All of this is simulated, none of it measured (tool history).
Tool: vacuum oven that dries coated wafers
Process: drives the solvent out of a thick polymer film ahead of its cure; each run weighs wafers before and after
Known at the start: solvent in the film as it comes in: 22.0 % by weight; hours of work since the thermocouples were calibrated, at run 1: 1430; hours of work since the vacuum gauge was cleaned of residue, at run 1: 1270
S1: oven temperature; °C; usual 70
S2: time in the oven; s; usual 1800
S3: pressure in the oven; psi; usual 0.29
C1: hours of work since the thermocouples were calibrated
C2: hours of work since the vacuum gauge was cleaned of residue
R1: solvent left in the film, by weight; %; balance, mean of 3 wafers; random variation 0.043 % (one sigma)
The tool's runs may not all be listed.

| run | day | S1 | S2 | S3 | C1 | C2 | R1 |
|---|---|---|---|---|---|---|---|
| 1 | 0 | 70 | 1800 | 0.29 | 1430 | 1270 | 4.89 |
| 2 | 2.608 | 70 | 1800 | 0.29 | 1466 | 1306 | 4.89 |
|  | 3.467 | oven's thermocouples calibrated |
| 3 | 6.071 | 70 | 1800 | 0.29 | 36 | 1352 | 4.53 |
| 4 | 9.396 | 70 | 1800 | 0.29 | 82 | 1398 | 4.54 |
| 5 | 11.554 | 70 | 1800 | 0.203 | 111 | 1428 | 4.2 |
| 6 | 13.962 | 70 | 1800 | 0.203 | 145 | 1461 | 4.23 |
| 7 | 18.204 | 70 | 1800 | 0.29 | 203 | 1520 | 4.51 |
|  | 20.704 | oven's thermocouples calibrated, once more |
| 8 | 22.488 | 70 | 1800 | 0.29 | 25 | 1577 | 6.05 |
| 9 | 24.788 | 70 | 1800 | 0.29 | 56 | 1609 | 6.08 |
| 10 | 27.158 | 70 | 1800 | 0.29 | 89 | 1642 | 5.97 |
|  | 30.292 | vacuum gauge cleaned of residue and calibrated |
| 11 | 31.125 | 70 | 1800 | 0.29 | 143 | 11 | 5.54 |
| 12 | 34.492 | 70 | 1800 | 0.525 | 189 | 58 | 6.35 |
| 13 | 37.154 | 70 | 1800 | 0.525 | 226 | 95 | 6.4 |
| 14 | 41.371 | 70 | 1800 | 0.525 | 284 | 153 | 6.26 |
| 15 | 43.5 | 70 | 1800 | 0.525 | 313 | 182 | 6.38 |
| 16 | 46.988 | 70 | 1800 | 0.525 | 361 | 230 | 6.25 |
| 17 | 50.1 | 70 | 1800 | 0.525 | 404 | 273 | 6.31 |
| 18 | 54.121 | 70 | 1800 | 0.29 | 460 | 328 | 5.37 |
| 19 | 57.558 | 70 | 1800 | 0.264 | 507 | 376 | 5.24 |
| 20 | 59.662 | 70 | 1800 | 0.264 | 536 | 405 | 5.26 |
| 21 | 61.554 | 70 | 1800 | 0.264 | 562 | 431 | 5.28 |
| 22 | 65.358 | 70 | 1800 | 0.264 | 614 | 483 | 5.21 |
| 23 | 69.408 | 70 | 1800 | 0.264 | 670 | 539 | 5.23 |
| 24 | 72.479 | 64 | 3060 | 0.799 | 713 | 581 | 7.83 |
| 25 | 75.05 | 64 | 3060 | 0.799 | 748 | 617 | 7.75 |
| 26 | 76.896 | 75 | 2640 | 0.799 | 773 | 642 | 3.68 |
| 27 | 79.921 | 56 | 2820 | 0.941 | 815 | 684 | 13.61 |
| 28 | 82.896 | 70 | 1020 | 0.196 | 856 | 725 | 8.34 |
| 29 | 86.95 | 70 | 2940 | 0.196 | 912 | 781 | 2.58 |
| 30 | 91.25 | 62 | 1860 | 0.368 | 971 | 840 | 9.75 |
| 31 | 95.196 | 62 | 1860 | 0.368 | 1026 | 894 | 9.45 |
| 32 | 96.988 | 62 | 1860 | 0.368 | 1050 | 919 | 9.59 |
| 33 | 99.862 | 82 | 1980 | 0.29 | 1090 | 959 | 1.15 |
| 34 | 101.638 | 82 | 1980 | 0.29 | 1114 | 983 | 1.14 |
| 35 | 105.833 | 74 | 1800 | 0.528 | 1172 | 1041 | 4.03 |
| 36 | 110.092 | 56 | 1740 | 0.525 | 1231 | 1100 | 13.67 |
| 37 | 113.662 | 68 | 1500 | 0.29 | 1280 | 1149 | 7.21 |
| 38 | 115.408 | 68 | 1500 | 0.29 | 1304 | 1173 | 7.1 |
| 39 | 118.704 | 65 | 2580 | 0.615 | 1350 | 1218 | 6.84 |
| 40 | 122.975 | 76 | 900 | 0.334 | 1408 | 1277 | 6.06 |
| 41 | 126.775 | 70 | 1800 | 0.641 | 1461 | 1330 | 6.13 |
|  | 128.075 | oven's thermocouples calibrated |
| 42 | 129.133 | 70 | 1800 | 0.641 | 15 | 1361 | 7.14 |
| 43 | 132.208 | 61 | 1140 | 0.29 | 57 | 1403 | 13.09 |
| 44 | 134.588 | 61 | 1140 | 0.29 | 90 | 1436 | 13.21 |
| 45 | 136.588 | 61 | 1140 | 0.29 | 117 | 1464 | 12.97 |

The same runs without the tool's hidden state, with the same run-to-run variation:
The hidden state here: true wafer temperature over the reading, C; true pressure over the reading, kPa; drift of the gauge itself on solvent_pct, %.
| run | R1 |
|---|---|
| 1 | 5.63 |
| 2 | 5.65 |
| 3 | 5.61 |
| 4 | 5.63 |
| 5 | 5.28 |
| 6 | 5.34 |
| 7 | 5.66 |
| 8 | 5.63 |
| 9 | 5.68 |
| 10 | 5.58 |
| 11 | 5.59 |
| 12 | 6.42 |
| 13 | 6.49 |
| 14 | 6.38 |
| 15 | 6.51 |
| 16 | 6.4 |
| 17 | 6.48 |
| 18 | 5.56 |
| 19 | 5.46 |
| 20 | 5.49 |
| 21 | 5.52 |
| 22 | 5.48 |
| 23 | 5.53 |
| 24 | 8.16 |
| 25 | 8.09 |
| 26 | 3.81 |
| 27 | 13.99 |
| 28 | 8.78 |
| 29 | 2.79 |
| 30 | 10.23 |
| 31 | 9.95 |
| 32 | 10.11 |
| 33 | 1.15 |
| 34 | 1.15 |
| 35 | 4.46 |
| 36 | 14.14 |
| 37 | 7.89 |
| 38 | 7.79 |
| 39 | 7.48 |
| 40 | 6.82 |
| 41 | 6.85 |
| 42 | 6.93 |
| 43 | 12.91 |
| 44 | 13.05 |
| 45 | 12.82 |
